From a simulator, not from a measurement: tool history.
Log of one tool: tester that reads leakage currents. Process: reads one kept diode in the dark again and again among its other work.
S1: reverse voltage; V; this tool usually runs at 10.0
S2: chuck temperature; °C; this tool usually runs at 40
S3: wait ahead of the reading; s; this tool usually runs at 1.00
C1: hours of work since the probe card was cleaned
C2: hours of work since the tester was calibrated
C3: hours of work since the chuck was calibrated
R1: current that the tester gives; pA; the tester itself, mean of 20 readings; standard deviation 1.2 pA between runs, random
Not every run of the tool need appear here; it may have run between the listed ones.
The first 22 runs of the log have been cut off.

{"run": 23, "day": 39.329, "S1": 11.2, "S2": 38, "S3": 1.0, "C1": 53, "C2": 826, "C3": 826, "R1": 373.86}
{"run": 24, "day": 41.683, "S1": 11.2, "S2": 38, "S3": 1.0, "C1": 93, "C2": 866, "C3": 866, "R1": 375.19}
{"run": 25, "day": 43.017, "S1": 1.7, "S2": 29, "S3": 0.37, "C1": 116, "C2": 888, "C3": 888, "R1": 80.99}
{"run": 26, "day": 45.558, "S1": 5.8, "S2": 59, "S3": 6.37, "C1": 159, "C2": 932, "C3": 932, "R1": 1218.39}
{"run": 27, "day": 47.333, "S1": 1.1, "S2": 41, "S3": 5.8, "C1": 190, "C2": 962, "C3": 962, "R1": 166.26}
{"run": 28, "day": 49.062, "S1": 5.0, "S2": 56, "S3": 2.12, "C1": 219, "C2": 991, "C3": 991, "R1": 932.45}
{"run": 29, "day": 51.25, "S1": 10.0, "S2": 46, "S3": 1.01, "C1": 256, "C2": 1029, "C3": 1029, "R1": 638.1}
{"run": 30, "day": 53.167, "S1": 1.5, "S2": 27, "S3": 0.64, "C1": 289, "C2": 1061, "C3": 1061, "R1": 64.93}
{"run": 31, "day": 54.529, "S1": 10.0, "S2": 35, "S3": 8.58, "C1": 312, "C2": 1084, "C3": 1084, "R1": 280.83}
{"run": 32, "day": 56.362, "S1": 10.0, "S2": 54, "S3": 3.6, "C1": 343, "C2": 1115, "C3": 1115, "R1": 1108.57}
{"run": 33, "day": 58.942, "S1": 1.5, "S2": 45, "S3": 1.0, "C1": 387, "C2": 1159, "C3": 1159, "R1": 254.58}
{"run": 34, "day": 60.954, "S1": 1.5, "S2": 52, "S3": 1.8, "C1": 421, "C2": 1194, "C3": 1194, "R1": 419.14}
{"run": 35, "day": 62.504, "S1": 1.5, "S2": 52, "S3": 1.8, "C1": 448, "C2": 1220, "C3": 1220, "R1": 417.58}

Branching from run 35: 4 alternative next runs. What would each branch give?
{"run": "A", "day": 64.983, "S1": 6.6, "S2": 52, "S3": 8.23, "C1": 490, "C2": 1262, "C3": 1262, "R1": "?"}
{"run": "B", "day": 64.983, "S1": 10.0, "S2": 40, "S3": 0.49, "C1": 490, "C2": 1262, "C3": 1262, "R1": "?"}
{"run": "C", "day": 64.983, "S1": 1.5, "S2": 24, "S3": 6.41, "C1": 490, "C2": 1262, "C3": 1262, "R1": "?"}
{"run": "D", "day": 64.983, "S1": 5.8, "S2": 52, "S3": 1.8, "C1": 490, "C2": 1262, "C3": 1262, "R1": "?"}

run=A R1=806.22
run=B R1=414.82
run=C R1=51.01
run=D R1=764.43
The same runs, with their run-to-run variation unchanged, on a tool lacking any hidden condition would have given:
run=A R1=805.91
run=B R1=414.63
run=C R1=50.98
run=D R1=764.14

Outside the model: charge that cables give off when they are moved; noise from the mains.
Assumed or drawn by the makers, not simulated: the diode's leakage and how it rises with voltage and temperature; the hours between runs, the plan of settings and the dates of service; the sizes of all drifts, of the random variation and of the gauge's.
